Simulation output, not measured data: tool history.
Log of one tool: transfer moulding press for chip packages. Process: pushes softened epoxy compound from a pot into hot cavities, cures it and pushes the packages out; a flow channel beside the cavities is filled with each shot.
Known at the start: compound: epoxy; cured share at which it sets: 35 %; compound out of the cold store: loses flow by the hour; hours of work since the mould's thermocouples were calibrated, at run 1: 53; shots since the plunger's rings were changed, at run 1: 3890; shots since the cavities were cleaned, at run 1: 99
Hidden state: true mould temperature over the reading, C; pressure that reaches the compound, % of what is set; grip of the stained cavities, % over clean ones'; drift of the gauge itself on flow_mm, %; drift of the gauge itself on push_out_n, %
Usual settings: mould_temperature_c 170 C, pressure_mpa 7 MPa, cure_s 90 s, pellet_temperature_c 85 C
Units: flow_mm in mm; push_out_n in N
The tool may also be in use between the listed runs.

run   hour  mould_temperature_c  pressure_mpa  cure_s  pellet_temperature_c  hours of work since the mould's thermocouples were calibrated  shots since the plunger's rings were changed  shots since the cavities were cleaned  incoming compound's hours out of the cold store  flow_mm  push_out_n
  1      0                  170             7      90                    85                                                             53                                          3890                                     99                                             44.9      825         468
       8.6  -- plunger's sealing rings changed
  2    9.5                  170          6.59      90                    85                                                             57                                             9                                    168                                             12.2      871         508
  3   17.3                  170          6.59      90                    85                                                             61                                            85                                    244                                             22.1      855         489
  4   21.8                  170          6.59      90                    85                                                             63                                           129                                    288                                             31.4      829         459
  5   29.6                  170          6.59      72                    85                                                             67                                           205                                    364                                             46.3      791         814
  6   38.2                  170          6.59      72                    82                                                             71                                           290                                    449                                             18.8      867         896
  7   46.7                  170          7.45      90                    85                                                             75                                           372                                    531                                             42.1      863         486
  8   54.5                  170             7      90                    85                                                             79                                           449                                    608                                             25.5      880         483
  9   59.4                  170             7      90                    85                                                             82                                           497                                    656                                             18.4      890         495
      67.5  -- cavities cleaned with cleaning compound and waxed
 10   67.5                  170             7      85                    85                                                             85                                           562                                      1                                             36.1      843         504
 11   73.6                  170             7      85                    85                                                             88                                           621                                     60                                             12.5      899         561
 12   82.7                  170             7      85                    85                                                             92                                           710                                    149                                             19.5      889         561
 13   88.6                  170             7      85                    85                                                             95                                           768                                    207                                             17.8      894         536
 14     96                  170             7      85                    85                                                             99                                           840                                    279                                             12.6      902         570
 15  104.2                  170             7      85                    85                                                            103                                           920                                    359                                             37.3      833         537
 16  109.2                  163          7.03      90                    76                                                            105                                           970                                    409                                             39.1      864         834
 17  118.2                  163             7      73                    85                                                            110                                          1057                                    496                                             42.9      849        1178
 18    123                  170             7      93                    81                                                            112                                          1104                                    543                                             34.5      849         445
 19  130.7                  166             7      93                    85                                                            116                                          1180                                    619                                             35.4      861         585
 20  137.1                  171          6.99      84                    80                                                            119                                          1243                                    682                                             38.9      831         503
     142.5  -- cavities cleaned with cleaning compound and waxed
 21  148.4                  171          6.99      84                    80                                                            124                                          1338                                     58                                             29.9      847         532
 22  155.8                  170          6.69      78                    85                                                            128                                          1410                                    130                                             18.8      875         684
 23    161                  170          6.69      78                    85                                                            130                                          1461                                    181                                             16.1      874         706
 24  165.3                  170          6.69      92                    85                                                            132                                          1503                                    223                                             43.4      805         438
 25  174.1                  170          6.29      92                    89                                                            137                                          1590                                    310                                             38.5      793         441
 26  179.8                  171          7.46      95                    89                                                            140                                          1646                                    366                                             18.6      912         418
 27  187.8                  171          7.46      95                    89                                                            144                                          1723                                    443                                               29      879         415
 28  197.5                  165          7.53      90                    85                                                            148                                          1819                                    539                                             31.6      894         679
 29  204.6                  169             7      90                    85                                                            152                                          1888                                    608                                             41.4      835         503

3 ways to go on from here, each from the tool as it stands after run 29. What would each give?
  A  210.8                  170          6.06      90                    85                                                            155                                          1949                                    669                                             22.8        ?           ?
  B  210.8                  175             7      90                    94                                                            155                                          1949                                    669                                             30.5        ?           ?
  C  210.8                  168             7      90                    85                                                            155                                          1949                                    669                                               32        ?           ?

run  flow_mm  push_out_n
  A      814         498
  B      835         389
  C      858         546
Without the tool's hidden state the same runs would have given:
run  flow_mm  push_out_n
  A      815         490
  B      835         383
  C      858         538
